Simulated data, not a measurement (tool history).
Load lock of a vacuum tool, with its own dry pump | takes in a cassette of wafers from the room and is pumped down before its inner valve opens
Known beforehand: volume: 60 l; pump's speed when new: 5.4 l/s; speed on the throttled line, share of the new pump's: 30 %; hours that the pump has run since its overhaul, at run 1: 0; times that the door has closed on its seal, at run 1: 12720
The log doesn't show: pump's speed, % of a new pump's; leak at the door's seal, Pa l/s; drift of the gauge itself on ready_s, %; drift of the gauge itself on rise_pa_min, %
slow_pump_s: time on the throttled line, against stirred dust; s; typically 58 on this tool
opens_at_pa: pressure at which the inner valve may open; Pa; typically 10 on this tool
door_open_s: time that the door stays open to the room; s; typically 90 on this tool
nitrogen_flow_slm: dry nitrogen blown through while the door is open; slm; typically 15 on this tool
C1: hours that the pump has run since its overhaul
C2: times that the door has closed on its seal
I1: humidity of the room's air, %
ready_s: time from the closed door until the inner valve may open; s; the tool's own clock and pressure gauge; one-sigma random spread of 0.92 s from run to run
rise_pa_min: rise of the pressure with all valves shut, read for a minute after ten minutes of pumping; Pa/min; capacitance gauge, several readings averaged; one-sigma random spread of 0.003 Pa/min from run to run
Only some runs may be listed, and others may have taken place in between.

Run 1, hour 0.0: usual settings; C1 0; C2 12720; I1 45.4. Result: ready_s 142.5 s, rise_pa_min 0.090 Pa/min.
Run 2, hour 96.5: usual settings; C1 97; C2 12893; I1 42.4. Result: ready_s 145.0 s, rise_pa_min 0.083 Pa/min.
Run 3, hour 194.3: usual settings; C1 194; C2 13068; I1 48.3. Result: ready_s 144.4 s, rise_pa_min 0.091 Pa/min.
Run 4, hour 311.9: usual settings but slow_pump_s 34 s; C1 312; C2 13278; I1 47.1. Result: ready_s 126.9 s, rise_pa_min 0.088 Pa/min.
Run 5, hour 389.3: usual settings; C1 389; C2 13417; I1 43.6. Result: ready_s 143.2 s, rise_pa_min 0.086 Pa/min.
Run 6, hour 496.8: usual settings; C1 497; C2 13610; I1 46.3. Result: ready_s 143.5 s, rise_pa_min 0.095 Pa/min.
Run 7, hour 572.5: usual settings; C1 572; C2 13745; I1 45.6. Result: ready_s 143.2 s, rise_pa_min 0.091 Pa/min.
Run 8, hour 705.1: usual settings; C1 705; C2 13983; I1 47.0. Result: ready_s 145.4 s, rise_pa_min 0.089 Pa/min.
Run 9, hour 883.1: usual settings but nitrogen_flow_slm 9 slm; C1 883; C2 14302; I1 50.0. Result: ready_s 144.1 s, rise_pa_min 0.111 Pa/min.
Run 10, hour 1060.0: usual settings but nitrogen_flow_slm 9 slm; C1 1060; C2 14619; I1 43.4. Result: ready_s 145.3 s, rise_pa_min 0.106 Pa/min.
Run 11, hour 1194.5: usual settings but nitrogen_flow_slm 9 slm; C1 1194; C2 14860; I1 42.2. Result: ready_s 146.1 s, rise_pa_min 0.101 Pa/min.
Run 12, hour 1300.2: usual settings but nitrogen_flow_slm 9 slm; C1 1300; C2 15049; I1 45.2. Result: ready_s 145.2 s, rise_pa_min 0.106 Pa/min.
Run 13, hour 1459.4: usual settings but slow_pump_s 49 s; C1 1459; C2 15334; I1 44.8. Result: ready_s 138.4 s, rise_pa_min 0.096 Pa/min.
Run 14, hour 1635.1: usual settings but slow_pump_s 49 s; C1 1635; C2 15649; I1 43.0. Result: ready_s 138.7 s, rise_pa_min 0.094 Pa/min.
Run 15, hour 1769.2: usual settings but opens_at_pa 9 Pa; C1 1769; C2 15889; I1 44.6. Result: ready_s 146.7 s, rise_pa_min 0.101 Pa/min.
Run 16, hour 1848.3: usual settings but door_open_s 27 s; C1 1848; C2 16031; I1 46.2. Result: ready_s 145.4 s, rise_pa_min 0.072 Pa/min.
Run 17, hour 1958.9: usual settings; C1 1959; C2 16229; I1 44.8. Result: ready_s 146.8 s, rise_pa_min 0.100 Pa/min.
Run 18, hour 2141.8: usual settings; C1 2142; C2 16557; I1 45.1. Result: ready_s 146.3 s, rise_pa_min 0.098 Pa/min.
Run 19, hour 2302.5: usual settings but slow_pump_s 70 s, door_open_s 26 s, nitrogen_flow_slm 9 slm; C1 2303; C2 16845; I1 46.8. Result: ready_s 156.3 s, rise_pa_min 0.078 Pa/min.
Run 20, hour 2471.6: usual settings but slow_pump_s 70 s, opens_at_pa 14 Pa, door_open_s 197 s, nitrogen_flow_slm 9 slm; C1 2472; C2 17148; I1 43.3. Result: ready_s 151.4 s, rise_pa_min 0.157 Pa/min.
Run 21, hour 2581.1: usual settings but door_open_s 38 s, nitrogen_flow_slm 11 slm; C1 2581; C2 17344; I1 45.0. Result: ready_s 146.7 s, rise_pa_min 0.086 Pa/min.
Run 22, hour 2759.5: usual settings but opens_at_pa 16 Pa, door_open_s 161 s, nitrogen_flow_slm 11 slm; C1 2759; C2 17664; I1 46.7. Result: ready_s 141.8 s, rise_pa_min 0.146 Pa/min.
Run 23, hour 2925.0: usual settings but slow_pump_s 69 s, opens_at_pa 14 Pa, door_open_s 161 s, nitrogen_flow_slm 34 slm; C1 2925; C2 17960; I1 43.0. Result: ready_s 150.5 s, rise_pa_min 0.096 Pa/min.
Run 24, hour 3076.0: usual settings but door_open_s 38 s, nitrogen_flow_slm 16 slm; C1 3076; C2 18231; I1 44.7. Result: ready_s 146.4 s, rise_pa_min 0.087 Pa/min.
Run 25, hour 3250.4: usual settings but slow_pump_s 70 s, opens_at_pa 18 Pa; C1 3250; C2 18543; I1 49.0. Result: ready_s 149.4 s, rise_pa_min 0.110 Pa/min.
Run 26, hour 3431.4: usual settings but slow_pump_s 70 s, opens_at_pa 18 Pa; C1 3431; C2 18867; I1 45.5. Result: ready_s 149.3 s, rise_pa_min 0.106 Pa/min.
Run 27, hour 3506.8: usual settings but slow_pump_s 70 s, opens_at_pa 13 Pa, door_open_s 56 s, nitrogen_flow_slm 6 slm; C1 3507; C2 19003; I1 44.1. Result: ready_s 153.0 s, rise_pa_min 0.109 Pa/min.
Run 28, hour 3676.3: usual settings but slow_pump_s 70 s, opens_at_pa 13 Pa, door_open_s 56 s, nitrogen_flow_slm 6 slm; C1 3676; C2 19306; I1 43.8. Result: ready_s 154.6 s, rise_pa_min 0.106 Pa/min.
Run 29, hour 3765.2: usual settings but slow_pump_s 70 s, opens_at_pa 13 Pa, door_open_s 56 s, nitrogen_flow_slm 6 slm; C1 3765; C2 19465; I1 45.3. Result: ready_s 154.2 s, rise_pa_min 0.110 Pa/min.
Run 30, hour 3953.4: usual settings but slow_pump_s 39 s, opens_at_pa 14 Pa, door_open_s 68 s, nitrogen_flow_slm 4 slm; C1 3953; C2 19803; I1 45.9. Result: ready_s 131.4 s, rise_pa_min 0.128 Pa/min.
Run 31, hour 4121.5: usual settings but slow_pump_s 39 s, opens_at_pa 14 Pa, door_open_s 68 s, nitrogen_flow_slm 4 slm; C1 4121; C2 20104; I1 45.2. Result: ready_s 129.5 s, rise_pa_min 0.128 Pa/min.
Run 32, hour 4248.6: usual settings but slow_pump_s 39 s, opens_at_pa 14 Pa, door_open_s 68 s, nitrogen_flow_slm 4 slm; C1 4249; C2 20331; I1 43.1. Result: ready_s 131.6 s, rise_pa_min 0.129 Pa/min.
Run 33, hour 4421.2: usual settings but slow_pump_s 83 s, door_open_s 191 s; C1 4421; C2 20641; I1 46.5. Result: ready_s 167.3 s, rise_pa_min 0.153 Pa/min.
Run 34, hour 4608.7: usual settings but door_open_s 92 s; C1 4609; C2 20977; I1 46.1. Result: ready_s 151.1 s, rise_pa_min 0.118 Pa/min.
Run 35, hour 4689.7: usual settings but door_open_s 60 s, nitrogen_flow_slm 16 slm; C1 4690; C2 21122; I1 46.2. Result: ready_s 150.2 s, rise_pa_min 0.105 Pa/min.
Run 36, hour 4807.5: usual settings but door_open_s 60 s, nitrogen_flow_slm 16 slm; C1 4808; C2 21333; I1 45.2. Result: ready_s 150.1 s, rise_pa_min 0.111 Pa/min.

Per-run results on a tool with no hidden state, each run keeping its own random variation:
run  ready_s  rise_pa_min
  1    143.5        0.050
  2    145.8        0.043
  3    145.1        0.050
  4    127.5        0.047
  5    143.6        0.043
  6    143.8        0.052
  7    143.4        0.049
  8    145.4        0.046
  9    143.9        0.066
 10    144.9        0.060
 11    145.4        0.054
 12    144.5        0.058
 13    137.4        0.048
 14    137.4        0.043
 15    145.3        0.050
 16    143.9        0.020
 17    145.1        0.048
 18    144.4        0.045
 19    154.2        0.024
 20    149.2        0.101
 21    144.1        0.030
 22    139.1        0.089
 23    147.7        0.037
 24    143.1        0.027
 25    146.3        0.050
 26    145.9        0.045
 27    149.3        0.047
 28    150.7        0.042
 29    150.2        0.047
 30    126.7        0.062
 31    124.6        0.062
 32    126.5        0.062
 33    162.5        0.084
 34    145.2        0.047
 35    144.4        0.034
 36    144.1        0.037
